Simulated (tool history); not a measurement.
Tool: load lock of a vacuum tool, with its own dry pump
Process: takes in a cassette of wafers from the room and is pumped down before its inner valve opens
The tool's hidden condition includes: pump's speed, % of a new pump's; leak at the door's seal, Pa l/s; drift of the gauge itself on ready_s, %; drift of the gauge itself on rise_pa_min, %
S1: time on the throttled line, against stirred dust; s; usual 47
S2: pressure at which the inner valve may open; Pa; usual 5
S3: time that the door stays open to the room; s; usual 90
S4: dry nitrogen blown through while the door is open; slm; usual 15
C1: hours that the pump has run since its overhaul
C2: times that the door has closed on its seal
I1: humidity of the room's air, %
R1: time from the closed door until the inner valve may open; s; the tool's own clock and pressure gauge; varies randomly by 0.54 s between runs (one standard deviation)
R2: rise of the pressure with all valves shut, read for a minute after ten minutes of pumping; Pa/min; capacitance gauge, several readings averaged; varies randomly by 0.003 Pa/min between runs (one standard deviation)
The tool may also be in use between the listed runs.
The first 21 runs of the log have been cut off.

{"run": 22, "day": 404.683, "S1": 70, "S2": 10, "S3": 148, "S4": 15, "C1": 7849, "C2": 5670, "I1": 45.4, "R1": 94.5, "R2": 0.049}
{"run": 23, "day": 429.392, "S1": 70, "S2": 10, "S3": 148, "S4": 15, "C1": 8442, "C2": 8302, "I1": 46.1, "R1": 95.8, "R2": 0.053}
{"run": 24, "day": 455.979, "S1": 36, "S2": 9, "S3": 75, "S4": 15, "C1": 9080, "C2": 11135, "I1": 46.3, "R1": 67.3, "R2": 0.051}
{"run": 25, "day": 477.683, "S1": 48, "S2": 5, "S3": 44, "S4": 15, "C1": 9601, "C2": 13448, "I1": 43.4, "R1": 80.6, "R2": 0.042}
{"run": 26, "day": 500.546, "S1": 42, "S2": 6, "S3": 38, "S4": 15, "C1": 10149, "C2": 15884, "I1": 46.4, "R1": 74.6, "R2": 0.046}
{"run": 27, "day": 524.221, "S1": 47, "S2": 5, "S3": 90, "S4": 11, "C1": 10718, "C2": 18407, "I1": 43.2, "R1": 79.2, "R2": 0.073}
{"run": 28, "day": 544.325, "S1": 47, "S2": 5, "S3": 90, "S4": 11, "C1": 11200, "C2": 20548, "I1": 46.2, "R1": 80.5, "R2": 0.083}
{"run": 29, "day": 568.788, "S1": 54, "S2": 5, "S3": 90, "S4": 15, "C1": 11787, "C2": 23155, "I1": 44.3, "R1": 86.0, "R2": 0.09}
{"run": 30, "day": 584.4, "S1": 54, "S2": 5, "S3": 90, "S4": 15, "C1": 12162, "C2": 24818, "I1": 45.7, "R1": 86.3, "R2": 0.096}

Estimate the outcome of run 31 from the log above:
{"run": 31, "day": 597.846, "S1": 54, "S2": 5, "S3": 90, "S4": 15, "C1": 12485, "C2": 26251, "I1": 46.5, "R1": "?", "R2": "?"}

R1: 86.7 s
R2: 0.104 Pa/min
The same run, on a tool lacking any hidden state, would have yielded R1 80.7 s, R2 0.034 Pa/min.
